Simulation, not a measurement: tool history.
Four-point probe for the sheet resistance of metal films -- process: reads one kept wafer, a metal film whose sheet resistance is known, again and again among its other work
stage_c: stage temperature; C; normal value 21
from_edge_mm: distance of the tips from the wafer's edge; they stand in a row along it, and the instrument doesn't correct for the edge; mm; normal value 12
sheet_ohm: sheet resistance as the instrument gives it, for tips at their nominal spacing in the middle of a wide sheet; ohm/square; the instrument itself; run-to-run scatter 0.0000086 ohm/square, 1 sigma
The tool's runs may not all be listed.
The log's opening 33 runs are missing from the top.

run	hour	stage_c	from_edge_mm	touches since the probe head was changed	hours of work since the stage's thermometer was calibrated	sheet_ohm
34	1014.8	30	11	64606	338	0.042209
35	1054.9	31	18	65720	358	0.04195
36	1081.6	27	16	66458	371	0.042224
37	1112.2	27	7	67307	386	0.042806
38	1149.2	32	19	68336	405	0.041904
39	1185.2	19	11	69334	423	0.042831
40	1215.5	19	11	70175	438	0.042835
41	1258.3	19	11	71360	459	0.042816
42	1293.8	21	11	72347	476	0.042706
43	1328.7	21	11	73314	494	0.042708
44	1346.8	30	12	73816	503	0.042144
45	1365.7	20	15	74340	512	0.042632
46	1396.4	20	15	75194	527	0.042648

3 ways to go on from here, each from the tool as it stands after run 46. What would each give?
A	1428.1	21	9	76071	543	?
B	1428.1	28	39	76071	543	?
C	1428.1	25	8	76071	543	?

run	sheet_ohm
A	0.04285
B	0.04201
C	0.042733
With no hidden state in the tool, these same runs would have given:
run	sheet_ohm
A	0.04317
B	0.042326
C	0.043053

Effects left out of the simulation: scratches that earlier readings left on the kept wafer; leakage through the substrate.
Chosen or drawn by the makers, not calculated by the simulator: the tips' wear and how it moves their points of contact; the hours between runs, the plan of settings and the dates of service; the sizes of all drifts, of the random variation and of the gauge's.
